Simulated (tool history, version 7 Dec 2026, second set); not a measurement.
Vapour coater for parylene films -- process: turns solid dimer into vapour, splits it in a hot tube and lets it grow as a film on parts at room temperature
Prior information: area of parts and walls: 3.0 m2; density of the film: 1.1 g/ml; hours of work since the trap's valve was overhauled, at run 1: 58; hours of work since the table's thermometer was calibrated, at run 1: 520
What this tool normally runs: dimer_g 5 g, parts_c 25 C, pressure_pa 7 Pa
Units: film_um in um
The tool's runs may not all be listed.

run	hour	dimer_g	parts_c	pressure_pa	hours of work since the trap's valve was overhauled	hours of work since the table's thermometer was calibrated	film_um
1	0	5	25	7	58	520	0.763
2	32	5	25	7	74	537	0.763
3	64	5	25	7	90	553	0.76
4	95.8	5	25	7	106	569	0.759
5	114.3	5	25	7	116	578	0.754
6	138.6	5	25	7	128	590	0.748
7	160	5	25	7	139	601	0.754
8	194	5	25	7	156	618	0.747
9	230.4	5	25	7	174	637	0.736
10	256	3	25	7	187	650	0.436
11	291	3	25	7	205	667	0.44
12	308.7	5	25	7	214	676	0.725
13	335.7	5	25	2.24	228	690	0.878
14	356.7	5	25	2.24	238	701	0.871
# hour 368: trap's valve overhauled
15	394.7	5	25	4.41	13	718	0.853
16	432.1	4	22	3.12	32	737	0.823
17	450.3	2	25	2.94	42	746	0.366
18	467.2	2	20	2.94	50	754	0.447
19	501.8	9	37	9.07	68	772	0.799
20	520.8	5	25	7	77	781	0.774
21	538.4	5	25	7	86	790	0.776
22	573.3	5	25	7	104	808	0.767
23	593.4	3	25	7	114	818	0.458
24	620.7	3	25	7	128	832	0.457
25	656.1	5	30	2.34	146	850	0.734
26	693	2	30	6.91	164	868	0.24
27	712	2	25	3.7	174	878	0.333
28	749.4	2	25	3.7	193	897	0.33

Below are 3 alternative next runs, each starting from the tool's condition after run 28. Predict each:
A	781.1	2	25	6.52	209	913	?
B	781.1	2	31	3.7	209	913	?
C	781.1	4	19	3.7	209	913	?

run	film_um
A	0.297
B	0.253
C	0.849
Had the tool no hidden state, the same runs would have come out as:
run	film_um
A	0.315
B	0.268
C	0.9
